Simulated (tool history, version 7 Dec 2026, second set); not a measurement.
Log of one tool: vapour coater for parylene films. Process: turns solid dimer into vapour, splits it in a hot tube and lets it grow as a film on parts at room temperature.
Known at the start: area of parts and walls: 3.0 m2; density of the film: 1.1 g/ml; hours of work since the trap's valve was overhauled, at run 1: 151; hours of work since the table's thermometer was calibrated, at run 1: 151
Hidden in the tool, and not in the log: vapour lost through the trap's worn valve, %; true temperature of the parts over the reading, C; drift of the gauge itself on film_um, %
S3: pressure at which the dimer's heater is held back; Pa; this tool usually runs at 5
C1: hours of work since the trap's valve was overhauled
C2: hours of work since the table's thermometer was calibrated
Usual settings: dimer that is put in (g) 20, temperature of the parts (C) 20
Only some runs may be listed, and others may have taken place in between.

Run 1, hour 0: usual settings; C1 151; C2 151. Result: thickness of the film (um) 3.54.
Run 2, hour 63: usual settings; C1 187; C2 187. Result: thickness of the film (um) 3.5.
Run 3, hour 105.3: usual settings; C1 211; C2 211. Result: thickness of the film (um) 3.48.
At hour 164.9: trap's valve overhauled.
Run 4, hour 180.5: usual settings; C1 9; C2 251. Result: thickness of the film (um) 3.94.
Run 5, hour 229.6: usual settings; C1 37; C2 279. Result: thickness of the film (um) 3.85.
Run 6, hour 280.5: usual settings; C1 65; C2 307. Result: thickness of the film (um) 3.87.
Run 7, hour 331.9: usual settings but dimer that is put in (g) 10, S3 2.22 Pa; C1 95; C2 337. Result: thickness of the film (um) 1.96.
Run 8, hour 398.1: usual settings but dimer that is put in (g) 10, temperature of the parts (C) 28, S3 7.46 Pa; C1 132; C2 374. Result: thickness of the film (um) 1.48.
Run 9, hour 445.7: usual settings but dimer that is put in (g) 10, temperature of the parts (C) 28, S3 7.46 Pa; C1 159; C2 401. Result: thickness of the film (um) 1.48.
Run 10, hour 486.1: usual settings but dimer that is put in (g) 30, temperature of the parts (C) 27, S3 6.52 Pa; C1 182; C2 424. Result: thickness of the film (um) 4.48.
Run 11, hour 522.8: usual settings but dimer that is put in (g) 14, temperature of the parts (C) 15, S3 3.12 Pa; C1 203; C2 445. Result: thickness of the film (um) 2.76.
At hour 592.6: trap's valve overhauled.
Run 12, hour 598.4: usual settings but dimer that is put in (g) 28, temperature of the parts (C) 21, S3 4.34 Pa; C1 3; C2 485. Result: thickness of the film (um) 5.46.

Across each entry between runs, compare the hidden state at the last listed run before it with the hidden state at the first listed run after it:
Run 3 -> run 4: trap's valve overhauled (hour 164.9)
  vapour lost through the trap's worn valve, %: 13.3 -> 0.5; true temperature of the parts over the reading, C: 0.23 -> 0.25
  measured minus no-state result, thickness of the film (um): -0.55 -> -0.04
Run 11 -> run 12: trap's valve overhauled (hour 592.6)
  vapour lost through the trap's worn valve, %: 12.9 -> 0.3; true temperature of the parts over the reading, C: 0.33 -> 0.35
  measured minus no-state result, thickness of the film (um): -0.44 -> -0.06
